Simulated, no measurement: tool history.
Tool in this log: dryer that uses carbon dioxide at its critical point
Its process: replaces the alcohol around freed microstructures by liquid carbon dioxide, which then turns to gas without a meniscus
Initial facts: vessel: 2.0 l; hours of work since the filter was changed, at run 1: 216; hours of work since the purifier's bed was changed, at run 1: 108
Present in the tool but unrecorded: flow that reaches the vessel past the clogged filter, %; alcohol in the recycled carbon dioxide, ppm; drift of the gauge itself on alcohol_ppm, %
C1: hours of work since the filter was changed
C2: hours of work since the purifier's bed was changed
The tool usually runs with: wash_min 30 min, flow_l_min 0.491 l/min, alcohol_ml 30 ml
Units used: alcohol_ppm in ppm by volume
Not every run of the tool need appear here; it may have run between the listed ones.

run 1 hour=0.0 | wash_min=30 flow_l_min=0.491 alcohol_ml=30 | C1=216 C2=108 | alcohol_ppm=76
run 2 hour=23.9 | wash_min=30 flow_l_min=0.491 alcohol_ml=30 | C1=232 C2=125 | alcohol_ppm=93
run 3 hour=49.7 | wash_min=30 flow_l_min=0.491 alcohol_ml=30 | C1=250 C2=143 | alcohol_ppm=92
run 4 hour=73.2 | wash_min=30 flow_l_min=0.491 alcohol_ml=30 | C1=266 C2=159 | alcohol_ppm=91
run 5 hour=92.1 | wash_min=30 flow_l_min=0.659 alcohol_ml=30 | C1=280 C2=172 | alcohol_ppm=43
-- hour=99.4 inlet filter changed
run 6 hour=105.6 | wash_min=30 flow_l_min=0.659 alcohol_ml=30 | C1=4 C2=181 | alcohol_ppm=46
run 7 hour=133.0 | wash_min=30 flow_l_min=0.659 alcohol_ml=30 | C1=23 C2=200 | alcohol_ppm=43
run 8 hour=158.9 | wash_min=30 flow_l_min=0.491 alcohol_ml=30 | C1=41 C2=218 | alcohol_ppm=79
run 9 hour=170.8 | wash_min=30 flow_l_min=0.594 alcohol_ml=30 | C1=50 C2=226 | alcohol_ppm=62
run 10 hour=196.8 | wash_min=30 flow_l_min=0.594 alcohol_ml=30 | C1=68 C2=244 | alcohol_ppm=60
run 11 hour=223.3 | wash_min=33 flow_l_min=0.431 alcohol_ml=44 | C1=86 C2=263 | alcohol_ppm=122
run 12 hour=242.9 | wash_min=33 flow_l_min=0.431 alcohol_ml=44 | C1=100 C2=276 | alcohol_ppm=128
run 13 hour=256.0 | wash_min=33 flow_l_min=0.431 alcohol_ml=44 | C1=109 C2=285 | alcohol_ppm=134
run 14 hour=283.6 | wash_min=30 flow_l_min=0.491 alcohol_ml=33 | C1=128 C2=305 | alcohol_ppm=122
run 15 hour=307.6 | wash_min=30 flow_l_min=0.491 alcohol_ml=33 | C1=144 C2=321 | alcohol_ppm=124

Branching from run 15: 5 alternative next runs. What would each branch give?
run A hour=321.5 | wash_min=22 flow_l_min=0.491 alcohol_ml=38 | C1=154 C2=331 | alcohol_ppm=?
run B hour=321.5 | wash_min=28 flow_l_min=0.693 alcohol_ml=30 | C1=154 C2=331 | alcohol_ppm=?
run C hour=321.5 | wash_min=30 flow_l_min=0.407 alcohol_ml=44 | C1=154 C2=331 | alcohol_ppm=?
run D hour=321.5 | wash_min=30 flow_l_min=0.403 alcohol_ml=21 | C1=154 C2=331 | alcohol_ppm=?
run E hour=321.5 | wash_min=30 flow_l_min=0.477 alcohol_ml=110 | C1=154 C2=331 | alcohol_ppm=?

run=A alcohol_ppm=339
run=B alcohol_ppm=75
run=C alcohol_ppm=244
run=D alcohol_ppm=163
run=E alcohol_ppm=257
Without the tool's hidden state the same runs would have given:
run=A alcohol_ppm=193
run=B alcohol_ppm=4
run=C alcohol_ppm=120
run=D alcohol_ppm=66
run=E alcohol_ppm=120
